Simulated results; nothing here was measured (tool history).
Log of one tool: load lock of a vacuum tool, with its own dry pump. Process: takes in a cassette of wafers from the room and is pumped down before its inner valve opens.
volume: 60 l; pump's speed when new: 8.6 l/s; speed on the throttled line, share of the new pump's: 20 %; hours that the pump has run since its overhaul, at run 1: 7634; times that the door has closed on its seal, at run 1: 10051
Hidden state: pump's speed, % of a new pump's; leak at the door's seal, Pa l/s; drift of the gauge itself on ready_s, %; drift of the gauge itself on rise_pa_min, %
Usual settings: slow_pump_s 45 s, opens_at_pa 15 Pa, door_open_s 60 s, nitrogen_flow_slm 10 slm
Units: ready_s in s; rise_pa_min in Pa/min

run	hour	slow_pump_s	opens_at_pa	door_open_s	nitrogen_flow_slm	hours that the pump has run since its overhaul	times that the door has closed on its seal	incoming humidity of the room's air, %	ready_s	rise_pa_min
1	0.0	45	15	60	10	7634	10051	45.5	102.1	0.118
2	325.8	45	15	60	10	7960	10813	48.6	103.5	0.122
3	750.5	45	15	60	10	8385	11807	46.4	103.3	0.139
4	1064.6	45	15	60	10	8699	12542	41.5	103.7	0.145
5	1241.5	45	15	60	24	8876	12956	44.8	104.7	0.134
6	1627.8	45	15	60	24	9262	13859	46.6	106.3	0.144
7	1816.4	45	15	60	10	9450	14301	46.9	103.5	0.164
8	2113.7	45	15	60	10	9748	14996	43.8	104.8	0.171
9	2443.0	28	15	60	10	10077	15767	43.3	92.1	0.176
10	2629.7	45	15	60	10	10264	16203	48.4	105.3	0.196
11	2895.0	45	15	60	10	10529	16824	41.8	105.4	0.190
12	3201.0	45	13	63	35	10835	17540	44.7	106.6	0.186
13	3531.9	45	15	60	9	11166	18314	44.1	105.6	0.213
14	3937.1	45	15	90	10	11571	19262	44.1	106.3	0.240
15	4292.4	26	15	60	31	11926	20093	45.6	92.2	0.219
16	4515.6	45	15	150	8	12150	20616	45.2	107.2	0.307
17	4829.9	28	15	54	10	12464	21351	44.4	94.5	0.254
18	5119.4	28	15	54	10	12753	22028	42.4	94.5	0.264
19	5439.6	45	15	46	10	13074	22777	45.3	107.6	0.274
20	5666.1	45	23	46	10	13300	23307	47.7	103.8	0.282

3 ways to go on from here, each from the tool as it stands after run 20. What would each give?
A	5890.0	45	23	46	21	13524	23831	46.9	?	?
B	5890.0	45	16	238	10	13524	23831	44.0	?	?
C	5890.0	36	11	46	4	13524	23831	46.5	?	?

run	ready_s	rise_pa_min
A	103.8	0.278
B	107.0	0.386
C	104.1	0.296
Without the tool's hidden state the same runs would have given:
run	ready_s	rise_pa_min
A	94.5	0.030
B	97.3	0.139
C	93.4	0.047
